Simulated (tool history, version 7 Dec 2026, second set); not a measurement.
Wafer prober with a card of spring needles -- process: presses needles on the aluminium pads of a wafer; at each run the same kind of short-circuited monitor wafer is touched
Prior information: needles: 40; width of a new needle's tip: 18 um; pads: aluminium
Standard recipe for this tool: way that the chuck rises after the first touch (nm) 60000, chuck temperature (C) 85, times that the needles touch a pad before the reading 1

| run | hour | way that the chuck rises after the first touch (nm) | chuck temperature (C) | times that the needles touch a pad before the reading | resistance of one needle with its contact and lead (mohm) | way that a needle slides on the pad (nm) |
|---|---|---|---|---|---|---|
| 1 | 0.0 | 60000 | 85 | 1 | 256 | 10330 |
|  | 5.0 | tips cleaned on abrasive film |
| 2 | 18.3 | 43000 | 85 | 1 | 261 | 7380 |
|  | 23.1 | tips cleaned on abrasive film |
| 3 | 29.9 | 43000 | 85 | 1 | 259 | 7400 |
|  | 40.4 | tips cleaned on abrasive film |
|  | 57.2 | tips cleaned on abrasive film |
| 4 | 57.2 | 43000 | 85 | 1 | 259 | 7360 |
|  | 74.2 | tips cleaned on abrasive film |
| 5 | 77.8 | 43000 | 85 | 1 | 263 | 7360 |
|  | 91.9 | tips cleaned on abrasive film |
| 6 | 98.0 | 43000 | 85 | 1 | 262 | 7380 |
|  | 108.8 | tips cleaned on abrasive film |
| 7 | 124.1 | 43000 | 85 | 1 | 259 | 7360 |
|  | 126.5 | tips cleaned on abrasive film |
| 8 | 136.8 | 43000 | 85 | 1 | 261 | 7350 |
|  | 143.2 | tips cleaned on abrasive film |
| 9 | 158.2 | 43000 | 85 | 1 | 257 | 7330 |
|  | 162.0 | tips cleaned on abrasive film |
|  | 180.2 | tips cleaned on abrasive film |
| 10 | 184.5 | 43000 | 85 | 1 | 260 | 7310 |
|  | 197.8 | tips cleaned on abrasive film |
| 11 | 201.7 | 43000 | 85 | 1 | 262 | 7300 |
|  | 214.4 | tips cleaned on abrasive film |
| 12 | 220.9 | 43000 | 85 | 1 | 261 | 7320 |
|  | 231.2 | tips cleaned on abrasive film |
| 13 | 237.4 | 60000 | 85 | 1 | 254 | 10170 |
|  | 242.7 | height of the first contact set anew |
|  | 248.9 | tips cleaned on abrasive film |
| 14 | 256.5 | 60000 | 85 | 1 | 255 | 10140 |
|  | 266.6 | tips cleaned on abrasive film |
| 15 | 273.3 | 60000 | 85 | 1 | 257 | 10140 |
|  | 284.3 | tips cleaned on abrasive film |
| 16 | 300.0 | 60000 | 85 | 2 | 258 | 10140 |
|  | 302.4 | tips cleaned on abrasive film |
| 17 | 311.4 | 50000 | 85 | 3 | 257 | 8460 |
|  | 319.9 | tips cleaned on abrasive film |
| 18 | 329.7 | 60000 | 58 | 2 | 247 | 10080 |
|  | 337.1 | tips cleaned on abrasive film |
| 19 | 345.5 | 60000 | 58 | 2 | 246 | 10090 |
|  | 354.7 | tips cleaned on abrasive film |
|  | 356.9 | gauge calibrated |
|  | 373.1 | tips cleaned on abrasive film |
| 20 | 373.1 | 60000 | 58 | 2 | 246 | 10320 |
|  | 390.3 | tips cleaned on abrasive film |
| 21 | 400.1 | 43000 | 71 | 1 | 256 | 7390 |
|  | 407.5 | tips cleaned on abrasive film |
| 22 | 419.6 | 43000 | 71 | 1 | 259 | 7380 |

Forecast run 23:
|  | 424.7 | tips cleaned on abrasive film |
| 23 | 437.6 | 43000 | 71 | 1 | ? | ? |

resistance of one needle with its contact and lead (mohm): 254
way that a needle slides on the pad (nm): 7380
Minus the tool's unlogged condition, the same run would have read resistance of one needle with its contact and lead (mohm) 253, way that a needle slides on the pad (nm) 7420.
